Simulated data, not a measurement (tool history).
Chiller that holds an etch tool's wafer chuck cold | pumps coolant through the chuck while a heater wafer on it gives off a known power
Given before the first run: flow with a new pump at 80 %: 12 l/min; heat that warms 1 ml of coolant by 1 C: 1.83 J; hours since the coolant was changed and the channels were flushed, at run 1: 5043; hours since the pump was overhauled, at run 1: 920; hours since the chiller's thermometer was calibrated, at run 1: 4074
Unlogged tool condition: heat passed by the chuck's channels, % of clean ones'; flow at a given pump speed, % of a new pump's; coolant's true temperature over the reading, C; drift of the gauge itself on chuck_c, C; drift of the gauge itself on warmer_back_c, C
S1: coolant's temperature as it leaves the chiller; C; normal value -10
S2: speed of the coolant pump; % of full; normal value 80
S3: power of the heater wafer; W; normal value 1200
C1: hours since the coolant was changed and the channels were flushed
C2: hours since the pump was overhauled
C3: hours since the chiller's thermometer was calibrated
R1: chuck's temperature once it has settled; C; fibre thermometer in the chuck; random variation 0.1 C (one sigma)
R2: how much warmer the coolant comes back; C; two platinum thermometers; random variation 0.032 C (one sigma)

Run 1, hour 0: usual settings; C1 5043; C2 920; C3 4074. Result: R1 2.8 C, R2 3.34 C.
At hour 88.4: chiller's thermometer calibrated.
Run 2, hour 98.8: usual settings; C1 5141; C2 1017; C3 10. Result: R1 2.6 C, R2 3.33 C.
Run 3, hour 161.3: usual settings; C1 5204; C2 1080; C3 73. Result: R1 2.6 C, R2 3.28 C.
Run 4, hour 206: usual settings; C1 5248; C2 1125; C3 118. Result: R1 2.8 C, R2 3.34 C.
Run 5, hour 275.6: usual settings; C1 5318; C2 1194; C3 187. Result: R1 2.8 C, R2 3.38 C.
Run 6, hour 347.8: usual settings; C1 5390; C2 1266; C3 259. Result: R1 2.7 C, R2 3.29 C.
Run 7, hour 413.4: usual settings; C1 5456; C2 1332; C3 325. Result: R1 2.8 C, R2 3.34 C.
Run 8, hour 501.6: usual settings; C1 5544; C2 1420; C3 413. Result: R1 2.7 C, R2 3.32 C.
Run 9, hour 600: usual settings; C1 5642; C2 1519; C3 512. Result: R1 2.8 C, R2 3.34 C.
Run 10, hour 690.1: usual settings; C1 5732; C2 1609; C3 602. Result: R1 2.9 C, R2 3.35 C.
At hour 704.4: chiller's thermometer calibrated, once more.
Run 11, hour 743.5: usual settings; C1 5785; C2 1661; C3 39. Result: R1 3.9 C, R2 3.34 C.
Run 12, hour 837.6: usual settings; C1 5879; C2 1755; C3 133. Result: R1 3.8 C, R2 3.33 C.
Run 13, hour 919.9: usual settings; C1 5961; C2 1837; C3 215. Result: R1 3.9 C, R2 3.41 C.
Run 14, hour 974.6: usual settings; C1 6016; C2 1892; C3 270. Result: R1 3.9 C, R2 3.35 C.
Run 15, hour 1066.8: usual settings; C1 6108; C2 1984; C3 362. Result: R1 4.1 C, R2 3.38 C.
Run 16, hour 1141.9: usual settings; C1 6183; C2 2059; C3 437. Result: R1 3.8 C, R2 3.39 C.
Run 17, hour 1226.5: usual settings but S3 803 W; C1 6268; C2 2144; C3 522. Result: R1 -0.8 C, R2 2.26 C.
Run 18, hour 1295.9: usual settings but S3 803 W; C1 6337; C2 2213; C3 591. Result: R1 -0.7 C, R2 2.27 C.
Run 19, hour 1383.5: usual settings but S1 -12 C, S3 1017 W; C1 6425; C2 2301; C3 679. Result: R1 -0.2 C, R2 2.84 C.
Run 20, hour 1434: usual settings but S1 -1 C, S3 651 W; C1 6475; C2 2352; C3 730. Result: R1 6.5 C, R2 1.81 C.
Run 21, hour 1528.1: usual settings but S1 -1 C, S3 651 W; C1 6569; C2 2446; C3 824. Result: R1 6.6 C, R2 1.86 C.
Run 22, hour 1573.4: usual settings but S1 -5 C, S2 85 % of full; C1 6615; C2 2491; C3 869. Result: R1 8.4 C, R2 3.18 C.
Run 23, hour 1663.6: usual settings but S1 -18 C, S2 84 % of full; C1 6705; C2 2581; C3 959. Result: R1 -4.4 C, R2 3.25 C.
Run 24, hour 1739.4: usual settings but S2 91 % of full, S3 1436 W; C1 6781; C2 2657; C3 1035. Result: R1 5.7 C, R2 3.48 C.
Run 25, hour 1805.8: usual settings but S1 -6 C, S2 98 % of full, S3 1732 W; C1 6847; C2 2723; C3 1101. Result: R1 12 C, R2 3.92 C.
Run 26, hour 1901.1: usual settings but S3 1679 W; C1 6943; C2 2819; C3 1197. Result: R1 10.1 C, R2 4.78 C.
Run 27, hour 1959.8: usual settings but S3 1679 W; C1 7001; C2 2877; C3 1255. Result: R1 10.2 C, R2 4.77 C.
Run 28, hour 2060.3: usual settings but S1 -4 C, S2 86 % of full; C1 7102; C2 2978; C3 1356. Result: R1 9.5 C, R2 3.15 C.
Run 29, hour 2102.9: usual settings but S1 -9 C, S2 82 % of full; C1 7144; C2 3020; C3 1398. Result: R1 5.1 C, R2 3.3 C.
Run 30, hour 2202.5: usual settings but S1 -11 C, S2 85 % of full, S3 893 W; C1 7244; C2 3120; C3 1498. Result: R1 -0.8 C, R2 2.39 C.

4 options for the next run, each taken on its own from the tool as it stands now. Forecast them:
Run A, hour 2255.4: usual settings but S1 -11 C, S2 64 % of full, S3 1116 W; C1 7297; C2 3173; C3 1551. Result: R1 ?, R2 ?.
Run B, hour 2255.4: usual settings but S2 69 % of full, S3 722 W; C1 7297; C2 3173; C3 1551. Result: R1 ?, R2 ?.
Run C, hour 2255.4: usual settings but S1 0 C, S2 63 % of full; C1 7297; C2 3173; C3 1551. Result: R1 ?, R2 ?.
Run D, hour 2255.4: usual settings but S1 -17 C, S2 85 % of full, S3 786 W; C1 7297; C2 3173; C3 1551. Result: R1 ?, R2 ?.

run    R1    R2
  A   4.6  4.07
  B  -0.7   2.4
  C    17  4.45
  D    -8  2.08
Take away the tool's hidden state, keep each run's random variation, and the runs would have read:
run    R1    R2
  A     2  3.91
  B  -2.2  2.31
  C  14.2  4.28
  D  -9.4     2
